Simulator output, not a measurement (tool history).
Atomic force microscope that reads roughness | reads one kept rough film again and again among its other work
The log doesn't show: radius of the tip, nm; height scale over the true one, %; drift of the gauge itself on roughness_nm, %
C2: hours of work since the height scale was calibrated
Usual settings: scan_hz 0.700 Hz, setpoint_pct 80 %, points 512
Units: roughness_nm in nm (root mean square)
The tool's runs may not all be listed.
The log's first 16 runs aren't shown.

Run 17, hour 633.4: usual settings; pictures with this tip 160; C2 612. Result: roughness_nm 2.839 nm (root mean square).
Run 18, hour 670.3: usual settings; pictures with this tip 234; C2 635. Result: roughness_nm 2.622 nm (root mean square).
Run 19, hour 704.6: usual settings but points 443; pictures with this tip 302; C2 656. Result: roughness_nm 2.441 nm (root mean square).
At hour 712.2: new tip fitted.
Run 20, hour 738.7: usual settings but points 963; pictures with this tip 53; C2 677. Result: roughness_nm 3.465 nm (root mean square).
Run 21, hour 782.4: usual settings; pictures with this tip 141; C2 704. Result: roughness_nm 3.049 nm (root mean square).
Run 22, hour 803.3: usual settings; pictures with this tip 183; C2 717. Result: roughness_nm 2.880 nm (root mean square).
Run 23, hour 839.7: usual settings but setpoint_pct 70 %; pictures with this tip 256; C2 739. Result: roughness_nm 2.697 nm (root mean square).
Run 24, hour 861.4: usual settings but setpoint_pct 70 %; pictures with this tip 299; C2 753. Result: roughness_nm 2.574 nm (root mean square).
At hour 870.9: new tip fitted.
Run 25, hour 902.6: usual settings but setpoint_pct 68 %; pictures with this tip 64; C2 778. Result: roughness_nm 3.504 nm (root mean square).
Run 26, hour 923.7: usual settings; pictures with this tip 106; C2 791. Result: roughness_nm 3.143 nm (root mean square).
Run 27, hour 967.4: usual settings; pictures with this tip 193; C2 818. Result: roughness_nm 2.827 nm (root mean square).
Run 28, hour 1017.9: usual settings; pictures with this tip 294; C2 850. Result: roughness_nm 2.528 nm (root mean square).
At hour 1029.0: new tip fitted.
Run 29, hour 1050.7: usual settings but scan_hz 2.083 Hz, setpoint_pct 90 %, points 838; pictures with this tip 43; C2 870. Result: roughness_nm 2.693 nm (root mean square).
Run 30, hour 1082.4: usual settings but scan_hz 1.034 Hz, setpoint_pct 67 %, points 828; pictures with this tip 107; C2 889. Result: roughness_nm 3.232 nm (root mean square).
Run 31, hour 1130.7: usual settings but points 453; pictures with this tip 203; C2 919. Result: roughness_nm 2.790 nm (root mean square).
Run 32, hour 1156.0: usual settings but scan_hz 2.653 Hz, points 453; pictures with this tip 254; C2 935. Result: roughness_nm 2.180 nm (root mean square).
At hour 1187.0: new tip fitted.
Run 33, hour 1194.9: usual settings but scan_hz 2.289 Hz, points 428; pictures with this tip 16; C2 959. Result: roughness_nm 3.078 nm (root mean square).
Run 34, hour 1215.8: usual settings but setpoint_pct 62 %, points 577; pictures with this tip 58; C2 972. Result: roughness_nm 3.546 nm (root mean square).
Run 35, hour 1242.8: usual settings but scan_hz 1.755 Hz, setpoint_pct 69 %, points 577; pictures with this tip 112; C2 988. Result: roughness_nm 3.024 nm (root mean square).
Run 36, hour 1274.5: usual settings but scan_hz 1.755 Hz, setpoint_pct 69 %, points 577; pictures with this tip 175; C2 1008. Result: roughness_nm 2.759 nm (root mean square).
At hour 1279.3: height scale calibrated on a step standard.
Run 37, hour 1297.1: usual settings but scan_hz 1.755 Hz, setpoint_pct 69 %, points 577; pictures with this tip 219; C2 11. Result: roughness_nm 2.593 nm (root mean square).
Run 38, hour 1340.9: usual settings but scan_hz 1.755 Hz, setpoint_pct 69 %, points 577; pictures with this tip 306; C2 38. Result: roughness_nm 2.341 nm (root mean square).
At hour 1349.4: new tip fitted.
Run 39, hour 1388.9: usual settings but scan_hz 1.017 Hz, setpoint_pct 63 %, points 382; pictures with this tip 79; C2 68. Result: roughness_nm 3.398 nm (root mean square).
Run 40, hour 1433.3: usual settings but scan_hz 1.232 Hz, setpoint_pct 57 %; pictures with this tip 168; C2 95. Result: roughness_nm 3.011 nm (root mean square).
Run 41, hour 1460.9: usual settings but scan_hz 1.613 Hz, setpoint_pct 79 %, points 299; pictures with this tip 223; C2 112. Result: roughness_nm 2.413 nm (root mean square).

Run 42 comes next. What will it give?
Run 42, hour 1504.5: usual settings but scan_hz 2.479 Hz, setpoint_pct 72 %, points 615; pictures with this tip 311; C2 139. Result: roughness_nm ?.

{"run 42": {"roughness_nm": 2.196}}
Without the tool's hidden state the same run would have given roughness_nm 3.364 nm (root mean square).

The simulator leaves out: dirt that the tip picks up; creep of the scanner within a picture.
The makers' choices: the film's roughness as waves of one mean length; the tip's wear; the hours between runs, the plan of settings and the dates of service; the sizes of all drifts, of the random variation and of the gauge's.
